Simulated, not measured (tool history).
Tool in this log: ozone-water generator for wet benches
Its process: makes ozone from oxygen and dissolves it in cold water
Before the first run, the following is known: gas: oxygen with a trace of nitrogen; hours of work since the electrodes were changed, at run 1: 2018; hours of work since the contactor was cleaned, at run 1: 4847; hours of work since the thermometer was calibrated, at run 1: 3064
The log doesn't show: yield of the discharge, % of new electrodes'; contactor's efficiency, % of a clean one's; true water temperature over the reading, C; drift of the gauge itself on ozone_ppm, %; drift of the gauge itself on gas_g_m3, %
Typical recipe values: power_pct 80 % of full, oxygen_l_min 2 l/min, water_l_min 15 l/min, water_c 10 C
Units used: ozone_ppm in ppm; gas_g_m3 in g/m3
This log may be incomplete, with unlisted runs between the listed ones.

| run | hour | power_pct | oxygen_l_min | water_l_min | water_c | hours of work since the electrodes were changed | hours of work since the contactor was cleaned | hours of work since the thermometer was calibrated | ozone_ppm | gas_g_m3 |
|---|---|---|---|---|---|---|---|---|---|---|
| 1 | 0 | 80 | 2 | 15 | 10 | 2018 | 4847 | 3064 | 14.2 | 249 |
| 2 | 104.1 | 80 | 2 | 15 | 10 | 2081 | 4910 | 3127 | 14.2 | 249.1 |
| 3 | 168 | 80 | 2 | 15 | 10 | 2120 | 4949 | 3166 | 14.4 | 248.3 |
| 4 | 312.8 | 80 | 2 | 15 | 12 | 2208 | 5037 | 3254 | 14 | 248.8 |
| 5 | 401.9 | 80 | 2 | 15 | 12 | 2263 | 5091 | 3308 | 14.2 | 249.4 |
| 6 | 527.7 | 80 | 2 | 15 | 12 | 2339 | 5168 | 3385 | 14.2 | 246.8 |
| 7 | 600.3 | 80 | 2 | 15 | 10 | 2383 | 5212 | 3429 | 14.3 | 251.4 |
| 8 | 723.2 | 80 | 2 | 15 | 10 | 2458 | 5287 | 3504 | 14.5 | 249.2 |
| 9 | 797.2 | 80 | 2 | 18 | 10 | 2503 | 5332 | 3549 | 11.2 | 249.6 |
| 10 | 923.1 | 80 | 2 | 18 | 10 | 2580 | 5408 | 3626 | 11.4 | 245.9 |
| 11 | 1033.2 | 80 | 2 | 11 | 10 | 2647 | 5475 | 3693 | 20.4 | 249.7 |
| 12 | 1176.8 | 80 | 1.64 | 11 | 10 | 2734 | 5563 | 3780 | 18.9 | 265.1 |
| 13 | 1317.9 | 80 | 1.64 | 11 | 10 | 2820 | 5649 | 3866 | 18.8 | 267.3 |
|  | 1329.8 | water thermometer calibrated |
| 14 | 1421.1 | 88 | 1.64 | 11 | 10 | 2883 | 5711 | 56 | 20.2 | 282 |
| 15 | 1519.2 | 88 | 1.64 | 11 | 10 | 2942 | 5771 | 115 | 20 | 281.2 |
| 16 | 1626.4 | 80 | 1.24 | 15 | 10 | 3008 | 5836 | 180 | 11.4 | 290 |
| 17 | 1723.9 | 80 | 1.24 | 15 | 10 | 3067 | 5896 | 240 | 11.6 | 292.6 |
| 18 | 1783.6 | 80 | 1.24 | 15 | 10 | 3103 | 5932 | 276 | 11.5 | 288.4 |
| 19 | 1921.6 | 80 | 1.24 | 15 | 10 | 3187 | 6016 | 360 | 11.5 | 289.7 |
| 20 | 1985.1 | 77 | 2.47 | 15 | 10 | 3226 | 6055 | 399 | 15.1 | 225.1 |
| 21 | 2116.2 | 89 | 1.96 | 11 | 10 | 3306 | 6134 | 479 | 21.7 | 264.7 |
| 22 | 2254.2 | 89 | 2.26 | 11 | 11 | 3390 | 6218 | 563 | 22.6 | 254.4 |
| 23 | 2339.3 | 89 | 2.26 | 11 | 11 | 3441 | 6270 | 614 | 22.4 | 254.6 |
| 24 | 2443.4 | 89 | 2.26 | 11 | 11 | 3505 | 6333 | 678 | 22.7 | 252.8 |
| 25 | 2588.6 | 80 | 1.51 | 20 | 10 | 3593 | 6422 | 766 | 8.7 | 266.9 |
| 26 | 2665.3 | 80 | 1.51 | 20 | 10 | 3640 | 6469 | 813 | 8.9 | 271.5 |
| 27 | 2733.4 | 90 | 2.07 | 15 | 10 | 3681 | 6510 | 854 | 15.5 | 262.4 |
| 28 | 2835.8 | 90 | 2.07 | 15 | 10 | 3744 | 6572 | 917 | 15.6 | 261.8 |
| 29 | 2957.8 | 68 | 2.08 | 10 | 13 | 3818 | 6647 | 991 | 19.7 | 215.5 |
| 30 | 3081.7 | 76 | 3.08 | 15 | 13 | 3893 | 6722 | 1066 | 15.5 | 201.9 |
| 31 | 3151 | 76 | 1.41 | 14 | 13 | 3936 | 6764 | 1108 | 12.7 | 267.3 |
| 32 | 3215.7 | 76 | 1.41 | 14 | 7 | 3975 | 6804 | 1148 | 13.2 | 265.8 |

Selected run-to-run steps in gas_g_m3, each split into two signed amounts: the part the tool would show with no hidden state at all (from settings, incoming material and random variation), and the remainder, which goes to the hidden state together with any gauge scatter not common to the measured and the hidden-state-free results:
Run 19 -> 20: power_pct 80 -> 77, oxygen_l_min 1.24 -> 2.47. gas_g_m3 -64.6 g/m3: hidden state +0.8, all else -65.4.
Run 20 -> 21: power_pct 77 -> 89, oxygen_l_min 2.47 -> 1.96, water_l_min 15 -> 11. gas_g_m3 +39.6 g/m3: hidden state -0.9, all else +40.5.
Run 28 -> 29: power_pct 90 -> 68, oxygen_l_min 2.07 -> 2.08, water_l_min 15 -> 10, water_c 10 -> 13. gas_g_m3 -46.3 g/m3: hidden state +0.8, all else -47.1.
Run 30 -> 31: oxygen_l_min 3.08 -> 1.41, water_l_min 15 -> 14. gas_g_m3 +65.4 g/m3: hidden state -1.6, all else +67.
